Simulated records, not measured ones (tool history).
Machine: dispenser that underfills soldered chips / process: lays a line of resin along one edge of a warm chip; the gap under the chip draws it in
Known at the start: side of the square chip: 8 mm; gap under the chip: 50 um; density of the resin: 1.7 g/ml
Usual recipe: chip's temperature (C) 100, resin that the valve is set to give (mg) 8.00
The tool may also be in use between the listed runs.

run	hour	chip's temperature (C)	resin that the valve is set to give (mg)	time until the resin shows at the far edge (s)	resin that the valve gave (mg)
1	0.0	100	8.00	40.1	7.77
# hour 1.8: new syringe of resin
2	5.8	100	8.00	33.6	7.87
# hour 10.1: new syringe of resin
3	10.1	100	8.00	27.8	7.70
4	15.0	89	8.00	52.3	7.72
# hour 18.7: new syringe of resin
5	21.1	100	7.66	32.4	7.30
# hour 27.0: new syringe of resin
6	28.0	85	8.00	51.0	7.69
7	31.8	93	9.06	43.9	8.63
# hour 35.4: new syringe of resin
8	38.4	98	8.00	35.8	7.60
# hour 43.6: new syringe of resin
9	43.6	108	8.22	21.9	7.76
10	48.9	108	8.22	28.6	7.76
# hour 51.8: new syringe of resin
11	55.4	100	7.53	34.5	7.19

Predict each of these 5 candidate next runs independently; none follows another, all start after run 11:
# hour 59.8: new syringe of resin
A	59.8	111	9.89	?	?
# hour 59.8: new syringe of resin
B	59.8	108	7.53	?	?
# hour 59.8: new syringe of resin
C	59.8	111	7.49	?	?
# hour 59.8: new syringe of resin
D	59.8	100	9.05	?	?
# hour 59.8: new syringe of resin
E	59.8	100	7.03	?	?

run	time until the resin shows at the far edge (s)	resin that the valve gave (mg)
A	19.7	9.33
B	22.4	7.01
C	21.0	7.03
D	28.2	8.44
E	30.4	6.51
The same runs, with their run-to-run variation unchanged, on a tool lacking any hidden condition would have given:
run	time until the resin shows at the far edge (s)	resin that the valve gave (mg)
A	18.5	9.93
B	20.8	7.47
C	19.5	7.49
D	26.4	8.99
E	28.1	6.94

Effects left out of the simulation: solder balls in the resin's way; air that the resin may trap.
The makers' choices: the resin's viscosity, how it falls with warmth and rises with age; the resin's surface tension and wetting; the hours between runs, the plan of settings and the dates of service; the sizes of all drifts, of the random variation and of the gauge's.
